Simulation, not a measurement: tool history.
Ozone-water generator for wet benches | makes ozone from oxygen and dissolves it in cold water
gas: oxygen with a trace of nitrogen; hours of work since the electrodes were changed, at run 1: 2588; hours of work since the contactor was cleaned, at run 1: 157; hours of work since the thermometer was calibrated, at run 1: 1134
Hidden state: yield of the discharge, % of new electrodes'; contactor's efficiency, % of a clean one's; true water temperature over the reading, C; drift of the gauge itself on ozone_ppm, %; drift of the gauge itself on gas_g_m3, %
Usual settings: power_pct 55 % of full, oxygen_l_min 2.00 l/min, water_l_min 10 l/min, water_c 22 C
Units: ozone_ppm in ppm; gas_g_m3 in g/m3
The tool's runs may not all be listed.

| run | hour | power_pct | oxygen_l_min | water_l_min | water_c | hours of work since the electrodes were changed | hours of work since the contactor was cleaned | hours of work since the thermometer was calibrated | ozone_ppm | gas_g_m3 |
|---|---|---|---|---|---|---|---|---|---|---|
| 1 | 0.0 | 55 | 2.00 | 10 | 22 | 2588 | 157 | 1134 | 13.2 | 138.5 |
| 2 | 79.1 | 55 | 2.00 | 10 | 22 | 2639 | 207 | 1184 | 12.8 | 137.3 |
| 3 | 156.2 | 55 | 2.00 | 10 | 22 | 2687 | 256 | 1233 | 13.1 | 137.3 |
| 4 | 216.0 | 55 | 2.00 | 10 | 22 | 2725 | 294 | 1270 | 13.0 | 136.2 |
| 5 | 322.0 | 55 | 2.00 | 10 | 22 | 2792 | 361 | 1338 | 13.1 | 135.9 |
| 6 | 452.6 | 55 | 2.00 | 10 | 22 | 2875 | 444 | 1420 | 13.0 | 136.9 |
| 7 | 509.6 | 71 | 2.00 | 10 | 22 | 2911 | 480 | 1456 | 14.9 | 157.8 |
| 8 | 629.9 | 55 | 2.00 | 10 | 22 | 2988 | 556 | 1533 | 12.8 | 136.9 |
| 9 | 712.6 | 55 | 2.00 | 10 | 22 | 3040 | 609 | 1585 | 12.9 | 135.5 |
| 10 | 773.0 | 55 | 2.00 | 10 | 16 | 3078 | 647 | 1623 | 13.9 | 134.8 |
| 11 | 876.3 | 55 | 2.00 | 7 | 22 | 3144 | 712 | 1689 | 16.8 | 135.3 |
| 12 | 970.7 | 55 | 2.00 | 10 | 22 | 3203 | 772 | 1749 | 13.1 | 134.5 |
| 13 | 1098.4 | 55 | 2.00 | 10 | 22 | 3284 | 853 | 1829 | 13.1 | 135.5 |
| 14 | 1169.9 | 55 | 2.00 | 10 | 22 | 3330 | 899 | 1875 | 12.9 | 135.3 |
| 15 | 1233.1 | 55 | 2.00 | 10 | 22 | 3370 | 938 | 1915 | 12.8 | 134.1 |
| 16 | 1311.6 | 55 | 2.00 | 15 | 22 | 3419 | 988 | 1965 | 9.2 | 136.6 |
| 17 | 1412.9 | 86 | 2.62 | 13 | 22 | 3484 | 1052 | 2029 | 14.1 | 153.9 |
| 18 | 1479.4 | 86 | 2.62 | 13 | 22 | 3526 | 1095 | 2071 | 13.9 | 155.0 |
| 19 | 1584.3 | 93 | 1.84 | 11 | 16 | 3592 | 1161 | 2137 | 16.0 | 181.3 |
| 20 | 1708.3 | 55 | 1.38 | 10 | 22 | 3671 | 1240 | 2216 | 11.3 | 152.3 |
| 21 | 1810.2 | 67 | 1.38 | 10 | 22 | 3735 | 1304 | 2280 | 12.6 | 166.5 |
| 22 | 1914.0 | 67 | 1.38 | 10 | 22 | 3801 | 1370 | 2346 | 12.6 | 169.3 |
| 23 | 1973.5 | 97 | 1.53 | 10 | 22 | 3839 | 1408 | 2384 | 15.6 | 193.8 |
| 24 | 2056.9 | 55 | 2.00 | 10 | 22 | 3892 | 1460 | 2437 | 12.6 | 133.1 |
| 25 | 2151.9 | 55 | 2.00 | 10 | 22 | 3952 | 1521 | 2497 | 12.7 | 133.0 |
| 26 | 2271.2 | 41 | 1.69 | 9 | 28 | 4027 | 1596 | 2572 | 10.4 | 121.4 |
| 27 | 2396.7 | 97 | 1.69 | 9 | 29 | 4107 | 1676 | 2652 | 16.0 | 188.2 |
| 28 | 2510.3 | 97 | 1.69 | 9 | 29 | 4179 | 1748 | 2724 | 16.0 | 187.9 |
| 29 | 2602.5 | 42 | 2.00 | 10 | 22 | 4237 | 1806 | 2782 | 11.1 | 115.3 |

Some steps in ozone_ppm between neighbouring runs. How much of each would the tool show without its hidden state too (settings, what came in, random variation), and how much is left for the hidden state, with any gauge scatter that isn't in both results?
Run 16 -> 17: power_pct 55 -> 86, oxygen_l_min 2.00 -> 2.62, water_l_min 15 -> 13. ozone_ppm +4.9 ppm: hidden state -0.7, all else +5.6.
Run 26 -> 27: power_pct 41 -> 97, water_c 28 -> 29. ozone_ppm +5.6 ppm: hidden state -1.2, all else +6.8.
Run 28 -> 29: power_pct 97 -> 42, oxygen_l_min 1.69 -> 2.00, water_l_min 9 -> 10, water_c 29 -> 22. ozone_ppm -4.9 ppm: hidden state +1.1, all else -6.0.
